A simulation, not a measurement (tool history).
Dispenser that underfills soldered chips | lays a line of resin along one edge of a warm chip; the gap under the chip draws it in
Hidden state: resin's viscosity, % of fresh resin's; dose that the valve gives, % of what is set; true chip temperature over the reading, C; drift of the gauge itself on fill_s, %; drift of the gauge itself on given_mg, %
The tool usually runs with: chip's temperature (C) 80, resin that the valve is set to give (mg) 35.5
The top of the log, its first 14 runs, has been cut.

run,hour,chip's temperature (C),resin that the valve is set to give (mg),hours of work since the syringe was changed,hours of work since the valve was cleaned,hours of work since the stage was calibrated,time until the resin shows at the far edge (s),resin that the valve gave (mg)
15,100.8,80,32.5,6,50,296,102.4,31.37
# hour 107.7: dispensing valve cleaned and set on the balance
# hour 110.8: new syringe of resin
16,110.9,80,32.5,0,2,302,68.8,32.36
# hour 114.7: stage's temperature calibrated
17,117.2,80,32.5,4,6,2,85.1,32.27
18,122.0,80,32.5,7,9,5,110.7,32.11
# hour 128.8: new syringe of resin
19,128.8,80,32.5,0,14,10,65.3,31.96
20,133.3,70,32.9,3,17,13,111.8,32.49
21,142.5,69,39.0,10,24,20,185.8,38.15
# hour 145.9: new syringe of resin
22,150.3,69,39.0,3,29,25,112.4,37.98
23,159.1,93,45.2,9,36,31,85.7,44.24
# hour 162.9: new syringe of resin
24,168.9,93,45.2,4,42,38,61.5,43.39
25,178.4,76,40.8,11,49,45,163.0,39.25
# hour 180.1: new syringe of resin
# hour 186.5: dispensing valve cleaned and set on the balance
26,187.4,74,44.4,5,1,51,104.2,44.67
27,191.8,80,35.1,8,4,54,114.8,35.18
28,197.3,80,35.1,12,8,58,152.7,34.73
# hour 198.4: new syringe of resin
29,206.1,91,35.5,6,14,64,74.1,35.19
30,210.5,66,33.2,9,17,67,194.5,32.59
# hour 215.2: new syringe of resin
31,219.9,76,34.5,3,24,74,96.3,33.91
32,226.2,82,35.5,8,28,78,109.9,35.01
# hour 232.1: new syringe of resin
33,236.2,82,35.5,3,35,85,78.4,34.76
34,244.4,80,37.0,9,41,91,123.4,35.97
# hour 248.8: new syringe of resin
35,254.2,95,35.5,4,48,98,58.6,34.25

4 ways to go on from here, each from the tool as it stands after run 35. What would each give?
A,260.1,65,31.2,8,52,102,?,?
B,260.1,90,31.1,8,52,102,?,?
C,260.1,87,35.5,8,52,102,?,?
D,260.1,86,35.5,8,52,102,?,?

run,time until the resin shows at the far edge (s),resin that the valve gave (mg)
A,195.1,30.14
B,89.9,29.87
C,97.5,34.38
D,99.7,34.20
With no hidden state in the tool, these same runs would have given:
run,time until the resin shows at the far edge (s),resin that the valve gave (mg)
A,105.0,31.30
B,48.4,31.02
C,52.8,35.71
D,54.0,35.52
